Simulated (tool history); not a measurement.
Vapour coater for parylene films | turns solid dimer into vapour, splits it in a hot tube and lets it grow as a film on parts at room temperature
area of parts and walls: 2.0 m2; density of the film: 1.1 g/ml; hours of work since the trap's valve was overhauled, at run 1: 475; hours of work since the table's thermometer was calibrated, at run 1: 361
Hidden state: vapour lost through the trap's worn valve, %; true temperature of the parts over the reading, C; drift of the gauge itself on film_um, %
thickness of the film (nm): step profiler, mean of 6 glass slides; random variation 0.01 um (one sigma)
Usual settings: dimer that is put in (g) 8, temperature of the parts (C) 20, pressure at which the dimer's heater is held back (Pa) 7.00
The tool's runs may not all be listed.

run    hour  dimer that is put in (g)  temperature of the parts (C)  pressure at which the dimer's heater is held back (Pa)  hours of work since the trap's valve was overhauled  hours of work since the table's thermometer was calibrated  thickness of the film (nm)
  1     0.0                         8                            20                                                    7.00                                                  475                                                         361                        1610
  2    37.9                         8                            20                                                    7.00                                                  492                                                         377                        1610
  3    68.7                         8                            20                                                    7.00                                                  505                                                         391                        1620
  4   100.2                        13                            20                                                    7.00                                                  519                                                         405                        2600
  5   135.8                         9                            20                                                    7.00                                                  534                                                         420                        1790
  6   168.0                         8                            20                                                    7.00                                                  548                                                         434                        1580
  7   202.8                         7                            20                                                    7.00                                                  563                                                         449                        1390
  8   258.2                         7                            20                                                    7.00                                                  587                                                         473                        1390
  9   285.0                         7                            20                                                    7.00                                                  599                                                         485                        1380
 10   334.8                         8                            20                                                    7.56                                                  621                                                         507                        1570
 11   363.6                         8                            20                                                    2.64                                                  633                                                         519                        1670
 12   405.3                         8                            20                                                    7.00                                                  651                                                         537                        1580
      436.2  -- trap's valve overhauled
 13   453.3                         8                            27                                                    7.00                                                    7                                                         556                        1370
 14   505.5                         8                            27                                                    7.00                                                   30                                                         579                        1360
 15   549.5                         8                            27                                                    7.00                                                   49                                                         598                        1380
 16   585.3                         8                            20                                                    7.00                                                   65                                                         614                        1720
 17   647.1                         8                            20                                                    7.00                                                   92                                                         641                        1710
 18   694.2                         8                            20                                                    7.00                                                  112                                                         661                        1700
 19   747.9                         8                            24                                                    7.00                                                  135                                                         684                        1480
 20   775.0                         8                            24                                                    7.00                                                  147                                                         696                        1490
 21   825.2                         8                            24                                                    9.14                                                  169                                                         718                        1470
 22   863.0                         8                            24                                                    9.14                                                  186                                                         734                        1470
 23   914.6                         8                            24                                                    9.14                                                  208                                                         757                        1450
 24   956.8                         8                            24                                                    9.14                                                  226                                                         775                        1450
      963.0  -- table's thermometer calibrated
 25  1006.6                         8                            18                                                    5.20                                                  248                                                          19                        1830
 26  1067.5                        10                            16                                                    8.88                                                  274                                                          45                        2400
     1090.0  -- table's thermometer calibrated, once more
 27  1109.8                        10                            16                                                    8.88                                                  292                                                           9                        2290
 28  1166.3                        10                            16                                                    8.88                                                  316                                                          33                        2280
 29  1215.0                         7                            20                                                    3.61                                                  338                                                          54                        1450
 30  1253.2                         6                            13                                                    4.16                                                  354                                                          71                        1580
 31  1281.5                         7                            26                                                    4.16                                                  367                                                          83                        1160
 32  1338.6                         7                            26                                                    4.16                                                  391                                                         108                        1180
 33  1403.8                         4                            29                                                    9.03                                                  420                                                         136                         580
 34  1441.0                        12                            28                                                    7.00                                                  436                                                         153                        1810
 35  1482.7                         8                            13                                                    5.55                                                  454                                                         171                        2050
 36  1537.9                         9                            13                                                    2.38                                                  478                                                         195                        2410
 37  1571.0                         9                            14                                                    4.91                                                  492                                                         209                        2210
 38  1608.0                         6                            13                                                    2.36                                                  509                                                         225                        1600
 39  1646.8                        11                            15                                                    5.12                                                  525                                                         242                        2600
 40  1692.0                         5                            27                                                    7.79                                                  545                                                         262                         750
 41  1751.5                         5                            19                                                    2.53                                                  571                                                         288                        1050
 42  1797.0                         8                            12                                                    2.53                                                  591                                                         307                        2190
 43  1843.6                         8                            12                                                    2.53                                                  611                                                         328                        2140
 44  1876.5                         6                            24                                                    2.06                                                  625                                                         342                        1080
 45  1937.9                         6                            24                                                    2.06                                                  652                                                         369                        1070
     1968.1  -- trap's valve overhauled
 46  1973.8                         8                            24                                                    2.71                                                    2                                                         382                        1580
 47  2021.5                         8                            24                                                    2.71                                                   23                                                         403                        1570

How the hidden state differs across the entries between the runs, from the last listed run before each to the first after it:
Between runs 12 and 13: trap's valve overhauled (hour 436.2)
  vapour lost through the trap's worn valve, %: 10 -> 0.4; true temperature of the parts over the reading, C: -0.58 -> -0.59
  measured less the result without the state, thickness of the film (nm): -140 -> +20
Between runs 24 and 25: table's thermometer calibrated (hour 963.0)
  vapour lost through the trap's worn valve, %: 4 -> 4.3; true temperature of the parts over the reading, C: -0.75 -> -0.97
  measured less the result without the state, thickness of the film (nm): -20 -> -20
Between runs 26 and 27: table's thermometer calibrated, once more (hour 1090.0)
  vapour lost through the trap's worn valve, %: 4.7 -> 5; true temperature of the parts over the reading, C: -0.99 -> 0.2
  measured less the result without the state, thickness of the film (nm): -30 -> -140
Between runs 45 and 46: trap's valve overhauled (hour 1968.1)
  vapour lost through the trap's worn valve, %: 10.7 -> 0.2; true temperature of the parts over the reading, C: -0.04 -> -0.05
  measured less the result without the state, thickness of the film (nm): -130 -> +10

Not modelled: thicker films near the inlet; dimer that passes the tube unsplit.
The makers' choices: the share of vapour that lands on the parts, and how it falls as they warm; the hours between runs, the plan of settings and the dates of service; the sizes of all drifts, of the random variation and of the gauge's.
